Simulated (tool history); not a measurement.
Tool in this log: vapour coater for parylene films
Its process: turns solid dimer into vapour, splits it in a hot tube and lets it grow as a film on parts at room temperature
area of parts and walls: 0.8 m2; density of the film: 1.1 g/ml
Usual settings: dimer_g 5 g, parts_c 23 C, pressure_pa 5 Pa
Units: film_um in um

run	day	dimer_g	parts_c	pressure_pa	film_um
1	0	5	23	5	3.92
2	0.712	5	23	5	3.94
3	1.258	5	23	5	3.98
4	1.617	5	23	5	3.94
5	2.179	5	23	5	3.93
# day 2.875: trap's valve overhauled
6	2.879	5	23	5	4.19
7	3.412	5	23	5	4.22
8	4.142	5	32	5	3.31
9	4.883	5	32	5	3.3
10	5.275	5	32	5	3.28
11	6	5	32	5	3.29
12	6.662	5	26	2.05	4.18
13	7.088	5	26	2.05	4.2

What will run 14 give?
14	7.517	2	34	2.05	?

film_um: 1.36 um
If the tool had no hidden condition, the same run with the same run-to-run variation would have returned film_um 1.38 um.
